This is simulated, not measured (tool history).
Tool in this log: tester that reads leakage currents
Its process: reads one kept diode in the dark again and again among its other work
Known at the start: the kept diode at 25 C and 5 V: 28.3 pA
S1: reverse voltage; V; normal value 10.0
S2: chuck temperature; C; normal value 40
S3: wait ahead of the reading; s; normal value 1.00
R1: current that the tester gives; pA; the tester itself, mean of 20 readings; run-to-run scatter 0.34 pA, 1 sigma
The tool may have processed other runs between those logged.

| run | day | S1 | S2 | S3 | R1 |
|---|---|---|---|---|---|
| 1 | 0.000 | 10.0 | 40 | 1.00 | 132.56 |
| 2 | 8.496 | 10.0 | 40 | 1.00 | 135.89 |
| 3 | 17.571 | 10.0 | 40 | 1.00 | 138.93 |
|  | 18.433 | probe card cleaned and baked |
|  | 21.004 | chuck's temperature calibrated |
| 4 | 26.012 | 10.0 | 40 | 1.00 | 114.92 |
| 5 | 31.217 | 1.8 | 40 | 1.00 | 61.97 |
| 6 | 35.425 | 1.8 | 40 | 1.00 | 62.02 |
| 7 | 41.450 | 1.8 | 40 | 1.00 | 63.25 |
| 8 | 47.125 | 10.0 | 40 | 0.65 | 123.67 |
| 9 | 54.233 | 10.0 | 40 | 0.65 | 126.62 |
| 10 | 61.692 | 10.0 | 40 | 0.65 | 128.97 |
| 11 | 69.229 | 10.0 | 40 | 0.65 | 130.73 |
| 12 | 77.858 | 10.0 | 40 | 0.65 | 135.11 |
| 13 | 84.438 | 10.0 | 40 | 0.65 | 137.60 |
| 14 | 88.638 | 16.1 | 40 | 0.36 | 173.44 |
| 15 | 94.388 | 9.3 | 40 | 3.01 | 134.41 |
|  | 98.642 | chuck's temperature calibrated |
| 16 | 98.642 | 9.3 | 40 | 3.01 | 116.81 |
|  | 104.008 | probe card cleaned and baked |
| 17 | 106.692 | 2.1 | 34 | 4.36 | 42.59 |
| 18 | 113.171 | 1.2 | 30 | 4.36 | 26.51 |
| 19 | 121.900 | 2.3 | 37 | 5.94 | 57.26 |
| 20 | 129.146 | 2.3 | 32 | 5.94 | 40.72 |
| 21 | 134.154 | 2.3 | 32 | 5.94 | 41.39 |
| 22 | 140.700 | 1.8 | 39 | 1.29 | 63.77 |
| 23 | 145.433 | 4.7 | 39 | 3.31 | 90.94 |
| 24 | 152.612 | 3.5 | 35 | 1.33 | 63.61 |
| 25 | 161.625 | 10.0 | 38 | 0.95 | 120.64 |

4 ways to go on from here, each from the tool as it stands after run 25. What would each give?
| A | 168.425 | 10.0 | 58 | 0.95 | ? |
| B | 168.425 | 7.5 | 53 | 0.95 | ? |
| C | 168.425 | 10.0 | 53 | 1.00 | ? |
| D | 168.425 | 10.0 | 55 | 5.50 | ? |

| run | R1 |
|---|---|
| A | 443.22 |
| B | 291.23 |
| C | 324.98 |
| D | 364.13 |
Had the tool no hidden state, the same runs would have come out as:
| run | R1 |
|---|---|
| A | 372.01 |
| B | 242.97 |
| C | 270.42 |
| D | 303.80 |
